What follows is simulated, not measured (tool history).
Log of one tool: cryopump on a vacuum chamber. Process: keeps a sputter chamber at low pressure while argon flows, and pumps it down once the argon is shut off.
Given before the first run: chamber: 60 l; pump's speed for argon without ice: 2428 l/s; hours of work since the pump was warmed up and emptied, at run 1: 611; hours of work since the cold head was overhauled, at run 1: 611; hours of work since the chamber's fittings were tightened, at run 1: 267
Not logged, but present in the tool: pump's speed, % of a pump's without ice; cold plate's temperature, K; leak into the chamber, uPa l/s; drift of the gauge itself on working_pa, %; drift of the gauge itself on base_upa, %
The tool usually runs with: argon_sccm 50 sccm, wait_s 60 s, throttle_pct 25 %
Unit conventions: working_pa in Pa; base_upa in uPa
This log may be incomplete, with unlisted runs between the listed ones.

run,hour,argon_sccm,wait_s,throttle_pct,hours of work since the pump was warmed up and emptied,hours of work since the cold head was overhauled,hours of work since the chamber's fittings were tightened,working_pa,base_upa
1,0,50,60,25,611,611,267,0.1439,0.72
2,42.2,50,60,25,630,630,286,0.1458,0.7
3,77.7,50,60,25,646,646,302,0.1446,0.7
4,108,50,60,25,659,659,316,0.1465,0.7
5,132.7,50,60,30,671,671,327,0.1214,0.69
6,177,67,60,25,691,691,347,0.1946,0.74
7,215.8,50,60,25,708,708,365,0.1458,0.69
8,263,50,60,25,729,729,386,0.1462,0.73
9,292.3,29,60,25,742,742,399,0.0839,0.77
10,322.7,29,60,25,756,756,413,0.0842,0.72
11,371.9,50,60,25,778,778,435,0.1453,0.71
12,410,50,60,25,796,796,452,0.1475,0.76
13,435.9,50,60,25,807,807,464,0.1475,0.75
14,487.5,50,60,42,830,830,487,0.0906,0.78
15,520.4,64,60,25,845,845,502,0.1883,0.75
16,568.6,50,60,25,867,867,524,0.1491,0.74
17,604.5,50,60,25,883,883,540,0.1476,0.74
18,656.4,50,60,25,907,907,563,0.1484,0.77
19,683.7,38,60,25,919,919,575,0.1128,0.83
20,709.3,36,60,40,930,930,587,0.0695,0.83
21,738.3,91,125,21,944,944,600,0.3177,0.55
22,781.6,91,125,21,963,963,620,0.3191,0.6
23,811.7,27,60,18,977,977,633,0.1087,0.82
24,855.8,27,21,18,996,996,653,0.1088,1.65
25,897.5,66,26,18,1015,1015,672,0.2694,1.45
26,919.8,33,103,24,1025,1025,682,0.1026,0.65
27,963.1,33,103,24,1045,1045,701,0.1032,0.65
28,998.6,33,103,24,1061,1061,717,0.1025,0.61
29,1031.9,33,103,24,1076,1076,732,0.1037,0.69
30,1083.3,91,37,25,1099,1099,756,0.2734,1.14
# hour 1134.4: pump warmed up, emptied and cooled again
31,1135.5,49,285,25,0,1120,777,0.1369,0.38
32,1167.8,64,32,15,15,1135,791,0.2968,1.22
33,1192.7,64,32,23,26,1146,803,0.1948,1.25
34,1231.7,37,165,30,44,1164,820,0.0867,0.5

What differs in the tool's unlogged condition from the final listed run ahead of each entry between runs to the first listed run following it?
In the gap between runs 30 and 31: pump warmed up, emptied and cooled again (hour 1134.4)
  pump's speed, % of a pump's without ice: 76.3 -> 99.6; cold plate's temperature, K: 12.32 -> 12.33; leak into the chamber, uPa l/s: 663 -> 672
  difference, measured minus the result without the unlogged condition, working_pa: +0.0202 -> +0.0004 Pa; base_upa: +0.23 -> +0.16 uPa

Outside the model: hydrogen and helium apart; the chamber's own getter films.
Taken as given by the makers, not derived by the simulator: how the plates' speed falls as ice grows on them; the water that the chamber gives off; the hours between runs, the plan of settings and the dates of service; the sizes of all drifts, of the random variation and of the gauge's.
